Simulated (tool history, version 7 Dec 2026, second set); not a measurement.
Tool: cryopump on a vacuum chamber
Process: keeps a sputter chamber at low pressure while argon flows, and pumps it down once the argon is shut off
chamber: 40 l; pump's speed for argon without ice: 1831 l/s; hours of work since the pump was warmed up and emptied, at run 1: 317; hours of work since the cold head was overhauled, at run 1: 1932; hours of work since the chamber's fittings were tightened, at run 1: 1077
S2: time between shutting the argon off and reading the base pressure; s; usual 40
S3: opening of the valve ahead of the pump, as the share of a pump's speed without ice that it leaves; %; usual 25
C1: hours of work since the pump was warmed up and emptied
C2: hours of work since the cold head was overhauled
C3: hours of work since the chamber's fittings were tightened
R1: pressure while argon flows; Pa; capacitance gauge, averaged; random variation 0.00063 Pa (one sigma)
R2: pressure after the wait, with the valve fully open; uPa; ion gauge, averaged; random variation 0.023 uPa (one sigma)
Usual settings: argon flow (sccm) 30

run 1 hour=0 | argon_flow_(sccm)=30 S2=40 S3=25 | C1=317 C2=1932 C3=1077 | R1=0.1141 R2=1.52
run 2 hour=25.6 | argon_flow_(sccm)=30 S2=40 S3=25 | C1=339 C2=1954 C3=1100 | R1=0.114 R2=1.53
run 3 hour=83.7 | argon_flow_(sccm)=30 S2=40 S3=21 | C1=390 C2=2005 C3=1151 | R1=0.1366 R2=1.57
run 4 hour=112.6 | argon_flow_(sccm)=30 S2=40 S3=26 | C1=416 C2=2031 C3=1176 | R1=0.1116 R2=1.62
run 5 hour=159.1 | argon_flow_(sccm)=30 S2=40 S3=25 | C1=456 C2=2071 C3=1217 | R1=0.1166 R2=1.68
run 6 hour=208.9 | argon_flow_(sccm)=30 S2=40 S3=25 | C1=500 C2=2115 C3=1261 | R1=0.1169 R2=1.71
run 7 hour=236.9 | argon_flow_(sccm)=30 S2=40 S3=25 | C1=525 C2=2140 C3=1285 | R1=0.1173 R2=1.71
run 8 hour=280.8 | argon_flow_(sccm)=30 S2=40 S3=25 | C1=563 C2=2178 C3=1324 | R1=0.1181 R2=1.76
run 9 hour=313.8 | argon_flow_(sccm)=30 S2=40 S3=25 | C1=592 C2=2207 C3=1353 | R1=0.1185 R2=1.8
run 10 hour=364.8 | argon_flow_(sccm)=30 S2=40 S3=25 | C1=637 C2=2252 C3=1398 | R1=0.1181 R2=1.82
run 11 hour=400.8 | argon_flow_(sccm)=30 S2=21 S3=25 | C1=669 C2=2284 C3=1429 | R1=0.1208 R2=2.39
run 12 hour=429.7 | argon_flow_(sccm)=30 S2=40 S3=25 | C1=694 C2=2309 C3=1455 | R1=0.1194 R2=2.03
run 13 hour=464.7 | argon_flow_(sccm)=30 S2=40 S3=25 | C1=725 C2=2340 C3=1486 | R1=0.1201 R2=1.99
-- hour=510.3 pump warmed up, emptied and cooled again
run 14 hour=529.4 | argon_flow_(sccm)=30 S2=40 S3=25 | C1=17 C2=2392 C3=1538 | R1=0.1122 R2=1.67
run 15 hour=559.7 | argon_flow_(sccm)=46 S2=40 S3=25 | C1=43 C2=2419 C3=1565 | R1=0.1726 R2=1.73
run 16 hour=600.8 | argon_flow_(sccm)=46 S2=40 S3=25 | C1=79 C2=2455 C3=1601 | R1=0.1739 R2=1.81
run 17 hour=627.1 | argon_flow_(sccm)=46 S2=40 S3=25 | C1=103 C2=2478 C3=1624 | R1=0.1732 R2=1.8
run 18 hour=686.1 | argon_flow_(sccm)=30 S2=40 S3=25 | C1=154 C2=2530 C3=1676 | R1=0.1129 R2=1.83
run 19 hour=745.8 | argon_flow_(sccm)=56 S2=40 S3=20 | C1=207 C2=2582 C3=1728 | R1=0.2664 R2=1.89
run 20 hour=773.1 | argon_flow_(sccm)=17 S2=81 S3=25 | C1=231 C2=2606 C3=1752 | R1=0.0649 R2=1.63
run 21 hour=815.1 | argon_flow_(sccm)=12 S2=257 S3=25 | C1=268 C2=2643 C3=1789 | R1=0.0462 R2=1.52
run 22 hour=862.8 | argon_flow_(sccm)=14 S2=40 S3=25 | C1=310 C2=2685 C3=1831 | R1=0.0536 R2=2.08
run 23 hour=917.4 | argon_flow_(sccm)=45 S2=241 S3=19 | C1=358 C2=2733 C3=1879 | R1=0.227 R2=1.64
run 24 hour=954.5 | argon_flow_(sccm)=29 S2=129 S3=25 | C1=390 C2=2766 C3=1911 | R1=0.1129 R2=1.76
run 25 hour=980.8 | argon_flow_(sccm)=30 S2=261 S3=29 | C1=413 C2=2789 C3=1935 | R1=0.1019 R2=1.66
run 26 hour=1042 | argon_flow_(sccm)=37 S2=192 S3=27 | C1=467 C2=2843 C3=1988 | R1=0.1338 R2=1.86
run 27 hour=1089.5 | argon_flow_(sccm)=34 S2=240 S3=20 | C1=509 C2=2884 C3=2030 | R1=0.1649 R2=1.86
run 28 hour=1137.9 | argon_flow_(sccm)=27 S2=26 S3=20 | C1=551 C2=2927 C3=2073 | R1=0.1306 R2=2.67
run 29 hour=1191.1 | argon_flow_(sccm)=27 S2=26 S3=20 | C1=598 C2=2974 C3=2119 | R1=0.1321 R2=2.71
run 30 hour=1235.2 | argon_flow_(sccm)=13 S2=96 S3=16 | C1=637 C2=3012 C3=2158 | R1=0.0788 R2=2.08
run 31 hour=1268.5 | argon_flow_(sccm)=18 S2=22 S3=29 | C1=666 C2=3042 C3=2187 | R1=0.0631 R2=3
run 32 hour=1322 | argon_flow_(sccm)=44 S2=28 S3=29 | C1=713 C2=3089 C3=2234 | R1=0.1555 R2=2.97
run 33 hour=1355.8 | argon_flow_(sccm)=54 S2=23 S3=27 | C1=743 C2=3118 C3=2264 | R1=0.2029 R2=3.16
-- hour=1380.9 pump warmed up, emptied and cooled again
run 34 hour=1385.6 | argon_flow_(sccm)=54 S2=23 S3=27 | C1=4 C2=3140 C3=2286 | R1=0.1876 R2=2.66
run 35 hour=1423.8 | argon_flow_(sccm)=15 S2=228 S3=17 | C1=38 C2=3174 C3=2319 | R1=0.0819 R2=1.72

Forecast each of these 3 alternatives for the next run:
run A hour=1475.9 | argon_flow_(sccm)=30 S2=26 S3=25 | C1=83 C2=3219 C3=2365 | R1=? R2=?
run B hour=1475.9 | argon_flow_(sccm)=46 S2=228 S3=17 | C1=83 C2=3219 C3=2365 | R1=? R2=?
run C hour=1475.9 | argon_flow_(sccm)=15 S2=91 S3=40 | C1=83 C2=3219 C3=2365 | R1=? R2=?

run=A R1=0.1139 R2=2.63
run=B R1=0.2529 R2=1.85
run=C R1=0.0366 R2=2
Without the tool's hidden state the same runs would have given:
run=A R1=0.1116 R2=1.05
run=B R1=0.2495 R2=0.28
run=C R1=0.0355 R2=0.43
